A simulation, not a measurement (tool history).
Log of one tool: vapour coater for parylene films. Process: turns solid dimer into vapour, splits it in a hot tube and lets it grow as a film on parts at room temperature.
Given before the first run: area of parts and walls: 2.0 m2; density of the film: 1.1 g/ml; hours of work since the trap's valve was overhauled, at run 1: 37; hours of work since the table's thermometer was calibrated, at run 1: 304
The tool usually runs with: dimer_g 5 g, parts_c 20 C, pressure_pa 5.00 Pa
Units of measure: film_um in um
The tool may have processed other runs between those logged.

run,hour,dimer_g,parts_c,pressure_pa,hours of work since the trap's valve was overhauled,hours of work since the table's thermometer was calibrated,film_um
1,0.0,5,20,5.00,37,304,1.357
2,14.4,5,20,5.00,43,310,1.354
3,40.8,5,20,5.00,53,321,1.341
4,57.5,5,20,5.00,60,328,1.336
5,78.9,5,20,3.67,69,337,1.429
6,105.0,5,20,5.00,79,347,1.346
7,121.4,5,20,5.00,86,354,1.340
8,133.2,5,20,5.00,91,359,1.336
9,159.2,5,20,5.00,101,369,1.341
10,176.8,5,20,5.00,109,376,1.333
11,195.4,5,20,5.00,116,384,1.329
12,218.5,5,20,5.00,126,393,1.327
13,238.4,5,15,5.00,134,401,1.631
14,252.6,5,15,5.00,139,407,1.632
# hour 269.8: gauge calibrated
15,273.9,5,20,3.98,148,416,1.418
16,292.0,5,20,3.98,155,423,1.412
17,311.4,5,20,3.15,163,431,1.476
18,337.0,5,20,3.15,174,441,1.474
19,361.9,5,20,5.00,184,451,1.332
20,376.6,5,26,5.00,190,457,1.049
21,390.5,5,26,5.00,195,463,1.056
22,414.5,5,15,5.00,205,473,1.637
23,435.7,5,15,5.00,214,481,1.643
24,451.5,7,20,5.00,220,488,1.869
25,468.5,3,27,5.44,227,495,0.584
26,491.6,3,27,5.44,236,504,0.589
27,517.0,3,27,5.44,247,514,0.592
28,532.0,7,27,6.09,253,521,1.335
29,555.7,4,32,5.00,262,530,0.655
30,579.8,5,26,2.43,272,540,1.194
31,603.0,7,13,4.81,282,549,2.475
32,628.6,6,26,5.00,292,560,1.230

Predict the results of run 33:
33,646.7,6,26,5.00,299,567,?

{"run 33": {"film_um": 1.231}}
With no hidden state in the tool, this same run would have given film_um 1.274 um.
